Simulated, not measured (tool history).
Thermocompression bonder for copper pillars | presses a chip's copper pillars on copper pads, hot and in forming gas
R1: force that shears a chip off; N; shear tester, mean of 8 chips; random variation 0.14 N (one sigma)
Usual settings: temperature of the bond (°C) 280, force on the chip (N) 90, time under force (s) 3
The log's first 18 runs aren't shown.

Run 19, hour 706.9: usual settings but time under force (s) 2. Result: R1 31.2 N.
Run 20, hour 745.2: usual settings but temperature of the bond (°C) 271, time under force (s) 2. Result: R1 28.5 N.
Run 21, hour 780.2: usual settings but temperature of the bond (°C) 271, time under force (s) 2. Result: R1 28.1 N.
Run 22, hour 814.8: usual settings but temperature of the bond (°C) 286, force on the chip (N) 66, time under force (s) 4. Result: R1 34.5 N.
At hour 845.5: forming gas filter changed.
Run 23, hour 852.6: usual settings but temperature of the bond (°C) 289, force on the chip (N) 66. Result: R1 35.2 N.
Run 24, hour 877.8: usual settings. Result: R1 39.6 N.
Run 25, hour 927.4: usual settings but temperature of the bond (°C) 305, force on the chip (N) 81, time under force (s) 6. Result: R1 56.0 N.
Run 26, hour 965.3: usual settings but temperature of the bond (°C) 267, force on the chip (N) 123, time under force (s) 4. Result: R1 46.1 N.
Run 27, hour 1013.3: usual settings but temperature of the bond (°C) 260, force on the chip (N) 71, time under force (s) 8. Result: R1 38.9 N.
Run 28, hour 1056.6: usual settings but temperature of the bond (°C) 269, time under force (s) 9. Result: R1 50.1 N.
Run 29, hour 1081.6: usual settings but temperature of the bond (°C) 269, time under force (s) 9. Result: R1 50.2 N.
Run 30, hour 1105.2: usual settings but temperature of the bond (°C) 269, time under force (s) 9. Result: R1 49.9 N.
Run 31, hour 1154.1: usual settings but temperature of the bond (°C) 294, force on the chip (N) 59, time under force (s) 9. Result: R1 48.5 N.
Run 32, hour 1204.0: usual settings but temperature of the bond (°C) 294, force on the chip (N) 59, time under force (s) 9. Result: R1 48.5 N.
Run 33, hour 1233.4: usual settings but temperature of the bond (°C) 252. Result: R1 28.2 N.
Run 34, hour 1275.6: usual settings but temperature of the bond (°C) 294, force on the chip (N) 102, time under force (s) 2. Result: R1 40.5 N.
Run 35, hour 1313.9: usual settings but force on the chip (N) 80, time under force (s) 6. Result: R1 44.5 N.
Run 36, hour 1352.3: usual settings. Result: R1 37.8 N.
Run 37, hour 1398.8: usual settings. Result: R1 37.7 N.
Run 38, hour 1434.2: usual settings but temperature of the bond (°C) 288, force on the chip (N) 91. Result: R1 40.4 N.
Run 39, hour 1462.2: usual settings but temperature of the bond (°C) 277, force on the chip (N) 123, time under force (s) 4. Result: R1 47.8 N.

Forecast each of these 3 alternatives for the next run:
Run A, hour 1488.9: usual settings but force on the chip (N) 74, time under force (s) 2. Result: R1 ?.
Run B, hour 1488.9: usual settings but temperature of the bond (°C) 307, force on the chip (N) 76. Result: R1 ?.
Run C, hour 1488.9: usual settings but force on the chip (N) 71, time under force (s) 2. Result: R1 ?.

run    R1
  A  27.9
  B  42.3
  C  27.3
Without the tool's hidden state the same runs would have given:
run    R1
  A  26.8
  B  41.7
  C  26.1

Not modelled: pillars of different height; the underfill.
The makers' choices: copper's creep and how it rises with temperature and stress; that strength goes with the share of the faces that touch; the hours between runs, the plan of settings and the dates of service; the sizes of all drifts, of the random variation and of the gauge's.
